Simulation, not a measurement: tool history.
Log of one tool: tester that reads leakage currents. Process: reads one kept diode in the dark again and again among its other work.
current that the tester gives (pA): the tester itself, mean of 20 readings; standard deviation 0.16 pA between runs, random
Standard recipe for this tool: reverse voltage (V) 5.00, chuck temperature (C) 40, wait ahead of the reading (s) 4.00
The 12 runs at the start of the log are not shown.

| run | hour | reverse voltage (V) | chuck temperature (C) | wait ahead of the reading (s) | hours of work since the probe card was cleaned | hours of work since the tester was calibrated | hours of work since the chuck was calibrated | current that the tester gives (pA) |
|---|---|---|---|---|---|---|---|---|
| 13 | 1155.3 | 5.00 | 32 | 4.00 | 731 | 1987 | 209 | 31.53 |
| 14 | 1255.5 | 5.00 | 32 | 4.00 | 794 | 2050 | 272 | 32.04 |
| 15 | 1383.5 | 5.00 | 40 | 4.00 | 874 | 2130 | 352 | 58.51 |
| 16 | 1464.0 | 5.00 | 40 | 4.00 | 924 | 2180 | 402 | 59.40 |
| 17 | 1584.8 | 2.43 | 25 | 0.35 | 1000 | 2256 | 478 | 14.70 |
| 18 | 1694.0 | 8.93 | 25 | 0.35 | 1068 | 2324 | 546 | 39.36 |
|  | 1720.5 | probe card cleaned and baked |
| 19 | 1823.8 | 15.28 | 25 | 0.35 | 65 | 2403 | 625 | 39.29 |
| 20 | 1900.7 | 15.28 | 25 | 0.35 | 113 | 2451 | 673 | 40.21 |
| 21 | 2002.6 | 5.13 | 40 | 1.25 | 176 | 2515 | 737 | 58.70 |
|  | 2026.0 | chuck's temperature calibrated |
| 22 | 2117.8 | 15.46 | 31 | 4.00 | 247 | 2586 | 57 | 51.04 |
| 23 | 2183.9 | 17.57 | 26 | 4.58 | 289 | 2627 | 99 | 39.36 |
| 24 | 2244.1 | 5.00 | 40 | 4.22 | 326 | 2665 | 136 | 53.56 |
| 25 | 2325.4 | 5.00 | 40 | 4.22 | 377 | 2716 | 187 | 53.80 |
| 26 | 2431.2 | 16.51 | 36 | 2.21 | 443 | 2782 | 253 | 85.43 |
| 27 | 2520.7 | 1.56 | 58 | 4.00 | 499 | 2838 | 309 | 109.11 |
| 28 | 2580.7 | 5.00 | 54 | 8.44 | 537 | 2875 | 347 | 161.13 |
| 29 | 2670.5 | 5.00 | 54 | 7.51 | 593 | 2932 | 403 | 162.49 |
| 30 | 2730.7 | 5.00 | 54 | 7.51 | 631 | 2969 | 441 | 163.20 |
| 31 | 2808.6 | 6.98 | 40 | 4.00 | 679 | 3018 | 489 | 72.67 |
| 32 | 2913.3 | 6.98 | 40 | 4.00 | 745 | 3083 | 555 | 74.10 |

Alternative continuations, all from the tool just after run 32; predict every row:
| A | 3046.9 | 10.02 | 50 | 0.37 | 828 | 3167 | 639 | ? |
| B | 3046.9 | 12.86 | 48 | 4.00 | 828 | 3167 | 639 | ? |
| C | 3046.9 | 5.53 | 21 | 6.01 | 828 | 3167 | 639 | ? |

| run | current that the tester gives (pA) |
|---|---|
| A | 197.96 |
| B | 193.97 |
| C | 18.18 |
With no hidden state in the tool, these same runs would have given:
| run | current that the tester gives (pA) |
|---|---|
| A | 165.04 |
| B | 157.89 |
| C | 10.14 |
